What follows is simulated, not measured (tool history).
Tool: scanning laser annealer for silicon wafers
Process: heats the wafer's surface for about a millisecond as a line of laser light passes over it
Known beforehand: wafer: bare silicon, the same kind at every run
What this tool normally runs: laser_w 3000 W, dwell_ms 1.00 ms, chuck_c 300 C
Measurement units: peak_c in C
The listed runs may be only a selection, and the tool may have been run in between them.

{"run": 1, "hour": 0.0, "laser_w": 3000, "dwell_ms": 1.0, "chuck_c": 300, "peak_c": 962}
{"run": 2, "hour": 11.7, "laser_w": 3000, "dwell_ms": 1.0, "chuck_c": 300, "peak_c": 961}
{"run": 3, "hour": 24.2, "laser_w": 3000, "dwell_ms": 0.82, "chuck_c": 300, "peak_c": 890}
{"run": 4, "hour": 38.5, "laser_w": 3000, "dwell_ms": 0.75, "chuck_c": 300, "peak_c": 862}
{"run": 5, "hour": 49.7, "laser_w": 3000, "dwell_ms": 0.75, "chuck_c": 300, "peak_c": 857}
{"run": 6, "hour": 65.5, "laser_w": 3000, "dwell_ms": 0.75, "chuck_c": 300, "peak_c": 858}
{"run": 7, "hour": 74.6, "laser_w": 3000, "dwell_ms": 0.75, "chuck_c": 300, "peak_c": 861}
{"run": 8, "hour": 91.7, "laser_w": 3000, "dwell_ms": 0.75, "chuck_c": 300, "peak_c": 856}
{"run": 9, "hour": 106.4, "laser_w": 3000, "dwell_ms": 0.75, "chuck_c": 300, "peak_c": 856}
{"run": 10, "hour": 116.8, "laser_w": 3000, "dwell_ms": 0.75, "chuck_c": 300, "peak_c": 859}
{"run": 11, "hour": 128.3, "laser_w": 3000, "dwell_ms": 0.75, "chuck_c": 300, "peak_c": 858}
{"run": 12, "hour": 143.6, "laser_w": 3000, "dwell_ms": 0.83, "chuck_c": 300, "peak_c": 889}
{"run": 13, "hour": 150.8, "laser_w": 3000, "dwell_ms": 0.83, "chuck_c": 300, "peak_c": 890}
{"run": 14, "hour": 160.8, "laser_w": 3000, "dwell_ms": 0.9, "chuck_c": 300, "peak_c": 915}
{"run": 15, "hour": 173.5, "laser_w": 3000, "dwell_ms": 0.93, "chuck_c": 300, "peak_c": 927}
{"run": 16, "hour": 185.9, "laser_w": 3000, "dwell_ms": 0.93, "chuck_c": 300, "peak_c": 924}
{"run": 17, "hour": 194.2, "laser_w": 3000, "dwell_ms": 1.0, "chuck_c": 300, "peak_c": 956}
{"run": 18, "hour": 210.0, "laser_w": 3211, "dwell_ms": 1.0, "chuck_c": 300, "peak_c": 1005}
{"run": 19, "hour": 222.4, "laser_w": 3080, "dwell_ms": 0.96, "chuck_c": 334, "peak_c": 992}
{"run": 20, "hour": 234.0, "laser_w": 3211, "dwell_ms": 0.91, "chuck_c": 303, "peak_c": 971}
{"run": 21, "hour": 247.6, "laser_w": 3211, "dwell_ms": 0.91, "chuck_c": 303, "peak_c": 971}
{"run": 22, "hour": 261.0, "laser_w": 2994, "dwell_ms": 0.9, "chuck_c": 315, "peak_c": 924}
{"run": 23, "hour": 271.3, "laser_w": 2994, "dwell_ms": 0.9, "chuck_c": 315, "peak_c": 929}
{"run": 24, "hour": 278.3, "laser_w": 2994, "dwell_ms": 0.9, "chuck_c": 315, "peak_c": 923}
{"run": 25, "hour": 287.7, "laser_w": 3118, "dwell_ms": 0.9, "chuck_c": 297, "peak_c": 935}
{"run": 26, "hour": 299.1, "laser_w": 3214, "dwell_ms": 1.09, "chuck_c": 297, "peak_c": 1034}
{"hour": 312.1, "done": "optics aligned, line set to its width"}
{"run": 27, "hour": 314.2, "laser_w": 2797, "dwell_ms": 0.73, "chuck_c": 314, "peak_c": 826}
{"run": 28, "hour": 324.6, "laser_w": 3199, "dwell_ms": 0.98, "chuck_c": 275, "peak_c": 981}
{"run": 29, "hour": 336.9, "laser_w": 2834, "dwell_ms": 1.09, "chuck_c": 312, "peak_c": 966}
{"run": 30, "hour": 345.3, "laser_w": 2790, "dwell_ms": 1.01, "chuck_c": 283, "peak_c": 894}
{"run": 31, "hour": 358.5, "laser_w": 3213, "dwell_ms": 1.09, "chuck_c": 284, "peak_c": 1036}

For run 32, what comes out?
{"run": 32, "hour": 366.3, "laser_w": 3213, "dwell_ms": 1.09, "chuck_c": 284, "peak_c": "?"}

Run 32 gave peak_c 1037 C.
The same run, on a tool lacking any hidden state, would have yielded peak_c 1083 C.
